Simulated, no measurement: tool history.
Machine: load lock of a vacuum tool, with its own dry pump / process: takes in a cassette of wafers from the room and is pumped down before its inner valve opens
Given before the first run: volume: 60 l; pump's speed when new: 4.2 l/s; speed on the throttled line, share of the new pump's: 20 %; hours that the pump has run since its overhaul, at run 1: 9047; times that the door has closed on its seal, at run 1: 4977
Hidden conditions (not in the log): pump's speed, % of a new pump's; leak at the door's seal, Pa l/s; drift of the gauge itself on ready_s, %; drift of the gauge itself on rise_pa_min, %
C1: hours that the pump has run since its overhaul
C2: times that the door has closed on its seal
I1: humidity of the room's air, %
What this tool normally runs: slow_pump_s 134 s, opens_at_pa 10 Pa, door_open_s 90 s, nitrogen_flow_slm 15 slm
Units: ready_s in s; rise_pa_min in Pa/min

{"run": 1, "hour": 0.0, "slow_pump_s": 134, "opens_at_pa": 10, "door_open_s": 90, "nitrogen_flow_slm": 15, "C1": 9047, "C2": 4977, "I1": 45.1, "ready_s": 247.7, "rise_pa_min": 0.056}
{"run": 2, "hour": 199.7, "slow_pump_s": 134, "opens_at_pa": 10, "door_open_s": 90, "nitrogen_flow_slm": 15, "C1": 9246, "C2": 5607, "I1": 47.1, "ready_s": 249.9, "rise_pa_min": 0.06}
{"run": 3, "hour": 471.4, "slow_pump_s": 167, "opens_at_pa": 10, "door_open_s": 90, "nitrogen_flow_slm": 15, "C1": 9518, "C2": 6464, "I1": 45.7, "ready_s": 275.0, "rise_pa_min": 0.063}
{"run": 4, "hour": 610.5, "slow_pump_s": 167, "opens_at_pa": 10, "door_open_s": 90, "nitrogen_flow_slm": 15, "C1": 9657, "C2": 6903, "I1": 44.1, "ready_s": 277.4, "rise_pa_min": 0.059}
{"run": 5, "hour": 805.9, "slow_pump_s": 167, "opens_at_pa": 10, "door_open_s": 90, "nitrogen_flow_slm": 15, "C1": 9852, "C2": 7519, "I1": 47.9, "ready_s": 274.6, "rise_pa_min": 0.068}
{"run": 6, "hour": 1048.3, "slow_pump_s": 167, "opens_at_pa": 10, "door_open_s": 90, "nitrogen_flow_slm": 15, "C1": 10095, "C2": 8284, "I1": 45.3, "ready_s": 276.4, "rise_pa_min": 0.073}
{"run": 7, "hour": 1231.3, "slow_pump_s": 167, "opens_at_pa": 10, "door_open_s": 90, "nitrogen_flow_slm": 15, "C1": 10278, "C2": 8861, "I1": 47.7, "ready_s": 277.9, "rise_pa_min": 0.074}
{"run": 8, "hour": 1534.7, "slow_pump_s": 167, "opens_at_pa": 10, "door_open_s": 90, "nitrogen_flow_slm": 15, "C1": 10581, "C2": 9818, "I1": 43.7, "ready_s": 274.8, "rise_pa_min": 0.077}
{"run": 9, "hour": 1737.4, "slow_pump_s": 124, "opens_at_pa": 11, "door_open_s": 89, "nitrogen_flow_slm": 37, "C1": 10784, "C2": 10458, "I1": 43.2, "ready_s": 240.3, "rise_pa_min": 0.067}
{"run": 10, "hour": 1962.3, "slow_pump_s": 124, "opens_at_pa": 11, "door_open_s": 89, "nitrogen_flow_slm": 37, "C1": 11009, "C2": 11167, "I1": 43.0, "ready_s": 242.4, "rise_pa_min": 0.074}
{"run": 11, "hour": 2186.2, "slow_pump_s": 124, "opens_at_pa": 11, "door_open_s": 89, "nitrogen_flow_slm": 37, "C1": 11233, "C2": 11873, "I1": 43.0, "ready_s": 242.4, "rise_pa_min": 0.077}
{"run": 12, "hour": 2407.5, "slow_pump_s": 124, "opens_at_pa": 11, "door_open_s": 89, "nitrogen_flow_slm": 37, "C1": 11454, "C2": 12572, "I1": 45.3, "ready_s": 240.9, "rise_pa_min": 0.09}
{"run": 13, "hour": 2573.3, "slow_pump_s": 174, "opens_at_pa": 11, "door_open_s": 105, "nitrogen_flow_slm": 17, "C1": 11620, "C2": 13095, "I1": 44.9, "ready_s": 280.3, "rise_pa_min": 0.107}
{"run": 14, "hour": 2885.5, "slow_pump_s": 97, "opens_at_pa": 10, "door_open_s": 90, "nitrogen_flow_slm": 13, "C1": 11932, "C2": 14079, "I1": 43.2, "ready_s": 223.0, "rise_pa_min": 0.111}

Alternative continuations, all from the tool just after run 14; predict every row:
{"run": "A", "hour": 3207.8, "slow_pump_s": 134, "opens_at_pa": 9, "door_open_s": 37, "nitrogen_flow_slm": 15, "C1": 12254, "C2": 15096, "I1": 45.1, "ready_s": "?", "rise_pa_min": "?"}
{"run": "B", "hour": 3207.8, "slow_pump_s": 97, "opens_at_pa": 12, "door_open_s": 113, "nitrogen_flow_slm": 19, "C1": 12254, "C2": 15096, "I1": 44.1, "ready_s": "?", "rise_pa_min": "?"}
{"run": "C", "hour": 3207.8, "slow_pump_s": 107, "opens_at_pa": 10, "door_open_s": 90, "nitrogen_flow_slm": 15, "C1": 12254, "C2": 15096, "I1": 48.9, "ready_s": "?", "rise_pa_min": "?"}
{"run": "D", "hour": 3207.8, "slow_pump_s": 97, "opens_at_pa": 19, "door_open_s": 179, "nitrogen_flow_slm": 13, "C1": 12254, "C2": 15096, "I1": 47.1, "ready_s": "?", "rise_pa_min": "?"}

run=A ready_s=252.6 rise_pa_min=0.100
run=B ready_s=220.8 rise_pa_min=0.119
run=C ready_s=231.7 rise_pa_min=0.119
run=D ready_s=211.9 rise_pa_min=0.143
Stripped of hidden state, with their random variation kept, the same runs would have yielded:
run=A ready_s=240.6 rise_pa_min=0.016
run=B ready_s=208.7 rise_pa_min=0.036
run=C ready_s=219.2 rise_pa_min=0.036
run=D ready_s=200.6 rise_pa_min=0.060
